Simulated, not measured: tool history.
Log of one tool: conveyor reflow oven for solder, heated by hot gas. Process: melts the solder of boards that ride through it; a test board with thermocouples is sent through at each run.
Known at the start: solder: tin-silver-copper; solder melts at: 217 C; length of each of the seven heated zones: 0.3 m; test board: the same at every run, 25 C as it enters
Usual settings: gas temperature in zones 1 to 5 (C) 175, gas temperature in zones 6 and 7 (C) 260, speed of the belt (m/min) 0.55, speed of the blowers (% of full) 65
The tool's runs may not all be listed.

run	hour	gas temperature in zones 1 to 5 (C)	gas temperature in zones 6 and 7 (C)	speed of the belt (m/min)	speed of the blowers (% of full)	highest temperature of the board (C)	time above the solder's melting point (s)
1	0	175	260	0.55	65	243	42.5
2	46.7	175	260	0.55	65	243.1	42.7
# hour 68.6: flux residue cleaned out of gas plates and filters
3	100	175	260	0.55	65	245.2	45.5
4	142.2	175	257	0.55	65	242.5	43.2
5	194.3	175	257	0.55	65	242.7	43.2
6	254	175	260	0.55	65	244.9	44.4
7	320.8	175	260	0.55	65	245.2	44.5
8	380.8	175	260	0.55	65	244.5	44.1
9	447.2	175	260	0.55	65	244	44.2
10	496	175	260	0.55	65	244.4	44.2
11	541.9	175	260	0.55	65	243.8	43.3
12	595.5	175	260	0.55	65	243.7	43.9
# hour 609.7: belt drive overhauled, speed set with a stopwatch
13	654.2	175	260	0.535	65	243.8	44.4
14	691.7	175	260	0.535	65	243.8	44.8
15	721.4	175	260	0.535	65	243.8	44.4
16	783.5	175	260	0.55	65	242.7	41.7
17	853.2	175	260	0.55	65	242.4	41.8
18	892	161	257	0.591	65	234.4	27.1
19	939.9	186	262	0.619	82	246.3	42.9
# hour 958.9: flux residue cleaned out of gas plates and filters
20	992.2	186	262	0.619	82	248.7	46.1
21	1062	178	265	0.482	85	256.7	62.3
22	1116.9	164	260	0.524	65	243.8	42.6
23	1147.3	164	260	0.524	65	243.5	43
24	1189	164	260	0.524	65	243.6	42.4
25	1226.1	164	266	0.524	65	248.5	46.3
26	1292.9	164	266	0.524	65	248.3	46.1
27	1338.6	175	260	0.55	72	245	45.1
28	1399.9	174	260	0.46	90	251.7	62.3
29	1461.1	178	256	0.55	56	237.3	37.2
30	1526.5	178	256	0.55	56	236.8	37.5
31	1593.1	173	268	0.55	65	248.6	46

Forecast each of these 4 alternatives for the next run:
A	1628.8	188	271	0.55	66	?	?
B	1628.8	161	252	0.62	65	?	?
C	1628.8	161	268	0.579	65	?	?
D	1628.8	161	248	0.544	65	?	?

run	highest temperature of the board (C)	time above the solder's melting point (s)
A	254	55.2
B	228.9	19.7
C	244.3	36.9
D	229.3	25.1
Without the tool's hidden state the same runs would have given:
run	highest temperature of the board (C)	time above the solder's melting point (s)
A	257.6	57.1
B	233	25
C	248.6	40.3
D	233	30.5
